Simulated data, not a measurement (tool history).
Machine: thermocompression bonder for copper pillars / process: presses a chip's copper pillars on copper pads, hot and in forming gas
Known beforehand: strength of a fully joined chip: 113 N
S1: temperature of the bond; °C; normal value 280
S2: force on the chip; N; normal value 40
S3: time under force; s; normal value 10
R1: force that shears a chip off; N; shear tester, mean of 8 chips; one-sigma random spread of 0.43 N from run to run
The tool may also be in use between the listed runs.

Run 1, hour 0: usual settings. Result: R1 59.5 N.
Run 2, hour 5.1: usual settings. Result: R1 59.5 N.
Run 3, hour 14.6: usual settings. Result: R1 59.8 N.
Run 4, hour 19.7: usual settings. Result: R1 59.1 N.
Run 5, hour 28.3: usual settings but S1 289 °C. Result: R1 64.1 N.
Run 6, hour 34: usual settings but S1 289 °C. Result: R1 63.6 N.
Run 7, hour 38.4: usual settings. Result: R1 59.4 N.
Run 8, hour 46.2: usual settings. Result: R1 59.9 N.
At hour 48.6: force cell calibrated.
Run 9, hour 55.8: usual settings but S1 262 °C. Result: R1 50.6 N.
Run 10, hour 61.6: usual settings but S1 262 °C. Result: R1 50.3 N.
At hour 65.9: force cell calibrated, once more.
Run 11, hour 68.9: usual settings but S1 265 °C. Result: R1 51.7 N.
Run 12, hour 74.3: usual settings but S1 265 °C. Result: R1 50.9 N.
Run 13, hour 80.4: usual settings but S1 265 °C. Result: R1 51.4 N.
Run 14, hour 87.8: usual settings but S2 31 N, S3 5 s. Result: R1 39.1 N.
Run 15, hour 96.6: usual settings but S1 296 °C, S2 53 N, S3 15 s. Result: R1 81.6 N.
Run 16, hour 105: usual settings but S1 296 °C, S2 53 N, S3 15 s. Result: R1 81.7 N.
Run 17, hour 111.2: usual settings but S1 296 °C, S2 53 N, S3 15 s. Result: R1 82.2 N.
Run 18, hour 119.6: usual settings but S2 41 N, S3 8 s. Result: R1 54.9 N.
Run 19, hour 124.5: usual settings but S2 41 N, S3 8 s. Result: R1 54.5 N.
Run 20, hour 130.5: usual settings but S2 41 N, S3 8 s. Result: R1 54.5 N.
Run 21, hour 138.3: usual settings but S1 302 °C, S2 37 N, S3 8 s. Result: R1 60 N.

Predict each of these 4 candidate next runs independently; none follows another, all start after run 21:
Run A, hour 144.1: usual settings but S1 288 °C. Result: R1 ?.
Run B, hour 144.1: usual settings but S1 302 °C, S2 28 N, S3 8 s. Result: R1 ?.
Run C, hour 144.1: usual settings but S1 303 °C, S2 44 N, S3 6 s. Result: R1 ?.
Run D, hour 144.1: usual settings but S2 30 N. Result: R1 ?.

run    R1
  A    61
  B  51.5
  C  61.7
  D  47.8
What these runs would have given with no unlogged condition in the tool:
run    R1
  A  70.3
  B  59.4
  C  70.9
  D  55.4
